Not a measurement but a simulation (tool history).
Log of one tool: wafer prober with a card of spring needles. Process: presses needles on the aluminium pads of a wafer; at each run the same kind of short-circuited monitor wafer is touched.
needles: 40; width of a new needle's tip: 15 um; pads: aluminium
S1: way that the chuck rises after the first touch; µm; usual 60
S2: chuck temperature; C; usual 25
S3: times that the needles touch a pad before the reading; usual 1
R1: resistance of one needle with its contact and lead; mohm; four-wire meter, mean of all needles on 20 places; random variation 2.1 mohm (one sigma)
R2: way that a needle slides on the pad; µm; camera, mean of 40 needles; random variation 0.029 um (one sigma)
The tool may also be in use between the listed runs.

run,hour,S1,S2,S3,R1,R2
1,0.0,60,25,1,234,11.97
# hour 13.0: tips cleaned on abrasive film
# hour 27.6: tips cleaned on abrasive film
2,32.6,60,25,1,234,12.04
# hour 43.0: tips cleaned on abrasive film
# hour 58.5: tips cleaned on abrasive film
3,63.9,60,25,1,234,11.98
# hour 75.9: tips cleaned on abrasive film
# hour 91.5: tips cleaned on abrasive film
# hour 107.0: tips cleaned on abrasive film
4,110.7,60,25,1,235,12.01
# hour 122.6: tips cleaned on abrasive film
# hour 122.9: height of the first contact set anew
# hour 138.9: tips cleaned on abrasive film
5,140.4,60,37,1,236,12.04
# hour 156.0: tips cleaned on abrasive film
# hour 171.4: tips cleaned on abrasive film
# hour 186.1: tips cleaned on abrasive film
6,186.1,60,37,1,235,12.08
# hour 202.8: tips cleaned on abrasive film
7,212.3,60,37,1,238,11.98
# hour 218.6: tips cleaned on abrasive film
# hour 235.6: tips cleaned on abrasive film
# hour 250.4: tips cleaned on abrasive film
8,251.6,60,37,1,238,12.03
# hour 266.5: tips cleaned on abrasive film
# hour 282.3: tips cleaned on abrasive film
9,289.6,60,37,1,239,12.02
# hour 298.0: tips cleaned on abrasive film
# hour 313.0: tips cleaned on abrasive film
10,326.1,60,37,1,234,12.07
# hour 329.7: tips cleaned on abrasive film
# hour 347.3: tips cleaned on abrasive film
11,356.7,60,37,1,237,12.04
# hour 363.9: tips cleaned on abrasive film
# hour 379.8: tips cleaned on abrasive film
12,383.6,60,37,1,237,12.04
# hour 395.7: tips cleaned on abrasive film
13,406.6,60,37,1,234,12.09
# hour 410.1: tips cleaned on abrasive film
# hour 424.8: tips cleaned on abrasive film
14,433.7,60,37,1,242,12.08
# hour 440.3: tips cleaned on abrasive film
# hour 457.1: tips cleaned on abrasive film
# hour 472.6: tips cleaned on abrasive film
15,475.2,60,37,1,238,12.01
# hour 488.5: tips cleaned on abrasive film
# hour 505.5: tips cleaned on abrasive film
16,517.9,60,42,1,241,12.14
# hour 520.0: tips cleaned on abrasive film
# hour 534.9: tips cleaned on abrasive film
# hour 550.2: tips cleaned on abrasive film
17,555.5,73,25,1,228,14.73
# hour 566.9: tips cleaned on abrasive film
# hour 582.5: tips cleaned on abrasive film
18,584.8,60,64,1,243,12.13
# hour 591.8: height of the first contact set anew
# hour 598.8: tips cleaned on abrasive film
# hour 616.2: tips cleaned on abrasive film
19,621.2,60,64,1,243,12.06
# hour 632.5: tips cleaned on abrasive film
# hour 647.2: tips cleaned on abrasive film
# hour 665.1: tips cleaned on abrasive film
20,665.9,60,52,3,239,12.05
# hour 680.0: tips cleaned on abrasive film
# hour 695.5: tips cleaned on abrasive film
21,698.6,73,25,1,232,14.68
# hour 710.6: tips cleaned on abrasive film
22,722.3,73,25,1,229,14.76
# hour 726.5: tips cleaned on abrasive film
# hour 742.7: tips cleaned on abrasive film
# hour 758.1: tips cleaned on abrasive film
23,758.1,64,71,1,244,12.96
# hour 775.1: tips cleaned on abrasive film
# hour 790.2: tips cleaned on abrasive film
24,799.9,69,25,1,235,13.95
# hour 806.1: tips cleaned on abrasive film
# hour 821.1: tips cleaned on abrasive film
25,829.4,40,25,1,245,8.11
# hour 835.6: tips cleaned on abrasive film
# hour 850.7: tips cleaned on abrasive film
26,858.1,40,25,1,242,8.13
# hour 866.9: tips cleaned on abrasive film
27,881.0,66,25,3,234,13.38
# hour 884.1: tips cleaned on abrasive film
# hour 899.1: tips cleaned on abrasive film
# hour 914.1: tips cleaned on abrasive film
28,918.8,53,76,2,255,10.73
# hour 930.6: tips cleaned on abrasive film
# hour 946.6: tips cleaned on abrasive film
29,956.4,52,25,1,236,10.58

Forecast each of these 3 alternatives for the next run:
# hour 963.6: tips cleaned on abrasive film
# hour 981.3: tips cleaned on abrasive film
A,989.2,41,25,1,?,?
# hour 963.6: tips cleaned on abrasive film
# hour 981.3: tips cleaned on abrasive film
B,989.2,52,50,1,?,?
# hour 963.6: tips cleaned on abrasive film
# hour 981.3: tips cleaned on abrasive film
C,989.2,58,25,1,?,?

run,R1,R2
A,243,8.29
B,242,10.55
C,238,11.76
Without the tool's hidden state the same runs would have given:
run,R1,R2
A,242,8.20
B,242,10.43
C,237,11.61
